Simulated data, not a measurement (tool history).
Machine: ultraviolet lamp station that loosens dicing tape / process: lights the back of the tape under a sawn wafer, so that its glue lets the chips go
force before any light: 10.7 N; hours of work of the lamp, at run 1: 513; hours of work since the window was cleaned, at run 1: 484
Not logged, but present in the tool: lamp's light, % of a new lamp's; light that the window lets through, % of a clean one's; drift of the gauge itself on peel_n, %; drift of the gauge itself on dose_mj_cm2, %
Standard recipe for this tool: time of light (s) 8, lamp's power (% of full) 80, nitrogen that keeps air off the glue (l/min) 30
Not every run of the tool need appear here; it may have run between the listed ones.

| run | hour | time of light (s) | lamp's power (% of full) | nitrogen that keeps air off the glue (l/min) | hours of work of the lamp | hours of work since the window was cleaned | force that peels the tape off (N) | light that reached the tape (mJ/cm2) |
|---|---|---|---|---|---|---|---|---|
| 1 | 0.0 | 8 | 80 | 30 | 513 | 484 | 0.500 | 280 |
| 2 | 49.9 | 8 | 80 | 30 | 533 | 504 | 0.498 | 274 |
| 3 | 102.8 | 8 | 67 | 30 | 554 | 525 | 0.723 | 226 |
| 4 | 153.3 | 8 | 80 | 30 | 574 | 545 | 0.529 | 271 |
| 5 | 210.6 | 8 | 80 | 30 | 597 | 568 | 0.516 | 264 |
|  | 222.0 | window cleaned of glue's vapour |
| 6 | 273.6 | 8 | 80 | 13 | 622 | 21 | 0.962 | 252 |
| 7 | 303.6 | 8 | 80 | 13 | 634 | 33 | 1.008 | 252 |
| 8 | 333.2 | 8 | 80 | 13 | 646 | 45 | 0.963 | 251 |
| 9 | 394.2 | 8 | 80 | 13 | 671 | 69 | 0.949 | 252 |
| 10 | 457.7 | 5 | 80 | 30 | 696 | 94 | 1.542 | 157 |
| 11 | 510.9 | 5 | 80 | 30 | 717 | 116 | 1.599 | 149 |
|  | 558.8 | window cleaned of glue's vapour, once more |
| 12 | 573.5 | 8 | 80 | 30 | 742 | 6 | 0.481 | 270 |
| 13 | 606.9 | 8 | 80 | 30 | 756 | 19 | 0.536 | 270 |
| 14 | 662.7 | 8 | 80 | 19 | 778 | 42 | 0.680 | 265 |
| 15 | 727.0 | 11 | 80 | 30 | 804 | 67 | 0.317 | 371 |
| 16 | 781.6 | 11 | 80 | 30 | 826 | 89 | 0.317 | 365 |
| 17 | 814.0 | 11 | 80 | 30 | 839 | 102 | 0.303 | 354 |
| 18 | 864.3 | 4 | 80 | 30 | 859 | 122 | 1.982 | 128 |
| 19 | 893.3 | 4 | 80 | 30 | 870 | 134 | 2.112 | 130 |
| 20 | 929.1 | 8 | 80 | 30 | 885 | 148 | 0.548 | 252 |
| 21 | 971.8 | 8 | 61 | 30 | 902 | 165 | 0.976 | 189 |
| 22 | 1014.6 | 8 | 61 | 30 | 919 | 183 | 1.023 | 191 |
| 23 | 1055.7 | 10 | 66 | 30 | 935 | 199 | 0.550 | 260 |
| 24 | 1093.3 | 10 | 66 | 30 | 950 | 214 | 0.569 | 254 |
| 25 | 1152.7 | 7 | 95 | 25 | 974 | 238 | 0.613 | 253 |
| 26 | 1211.3 | 10 | 76 | 25 | 998 | 261 | 0.485 | 285 |
| 27 | 1254.0 | 4 | 76 | 25 | 1015 | 278 | 2.536 | 113 |
| 28 | 1303.0 | 13 | 69 | 17 | 1034 | 298 | 0.452 | 336 |
| 29 | 1354.5 | 13 | 69 | 22 | 1055 | 319 | 0.413 | 328 |
| 30 | 1421.2 | 11 | 84 | 30 | 1082 | 345 | 0.351 | 336 |
| 31 | 1471.3 | 8 | 74 | 44 | 1102 | 365 | 0.688 | 214 |
| 32 | 1524.7 | 6 | 86 | 29 | 1123 | 387 | 1.136 | 189 |
| 33 | 1582.9 | 6 | 86 | 29 | 1146 | 410 | 1.136 | 182 |
| 34 | 1632.7 | 16 | 62 | 28 | 1166 | 430 | 0.343 | 353 |
| 35 | 1675.4 | 6 | 80 | 30 | 1183 | 447 | 1.312 | 164 |
| 36 | 1720.7 | 6 | 80 | 30 | 1202 | 465 | 1.332 | 161 |
| 37 | 1768.7 | 10 | 79 | 34 | 1221 | 485 | 0.498 | 270 |
| 38 | 1812.1 | 10 | 79 | 34 | 1238 | 502 | 0.484 | 270 |
| 39 | 1847.6 | 13 | 79 | 34 | 1252 | 516 | 0.328 | 348 |
| 40 | 1897.3 | 13 | 60 | 10 | 1272 | 536 | 1.079 | 260 |
| 41 | 1961.0 | 8 | 70 | 30 | 1298 | 562 | 1.121 | 185 |
|  | 1992.3 | window cleaned of glue's vapour |
| 42 | 2024.7 | 8 | 70 | 30 | 1323 | 13 | 0.988 | 192 |

Each run again, without the hidden state but with its own random variation kept:
| run | force that peels the tape off (N) | light that reached the tape (mJ/cm2) |
|---|---|---|
| 1 | 0.360 | 340 |
| 2 | 0.350 | 336 |
| 3 | 0.477 | 279 |
| 4 | 0.363 | 337 |
| 5 | 0.352 | 332 |
| 6 | 0.544 | 335 |
| 7 | 0.565 | 336 |
| 8 | 0.533 | 337 |
| 9 | 0.513 | 340 |
| 10 | 0.846 | 214 |
| 11 | 0.862 | 207 |
| 12 | 0.333 | 334 |
| 13 | 0.370 | 336 |
| 14 | 0.439 | 334 |
| 15 | 0.262 | 471 |
| 16 | 0.260 | 466 |
| 17 | 0.245 | 457 |
| 18 | 1.268 | 167 |
| 19 | 1.341 | 169 |
| 20 | 0.343 | 331 |
| 21 | 0.557 | 251 |
| 22 | 0.571 | 256 |
| 23 | 0.332 | 349 |
| 24 | 0.338 | 344 |
| 25 | 0.346 | 346 |
| 26 | 0.300 | 394 |
| 27 | 1.523 | 157 |
| 28 | 0.280 | 471 |
| 29 | 0.275 | 466 |
| 30 | 0.258 | 482 |
| 31 | 0.350 | 311 |
| 32 | 0.526 | 274 |
| 33 | 0.520 | 269 |
| 34 | 0.253 | 525 |
| 35 | 0.579 | 249 |
| 36 | 0.580 | 246 |
| 37 | 0.286 | 413 |
| 38 | 0.273 | 416 |
| 39 | 0.251 | 540 |
| 40 | 0.441 | 408 |
| 41 | 0.452 | 292 |
| 42 | 0.437 | 290 |
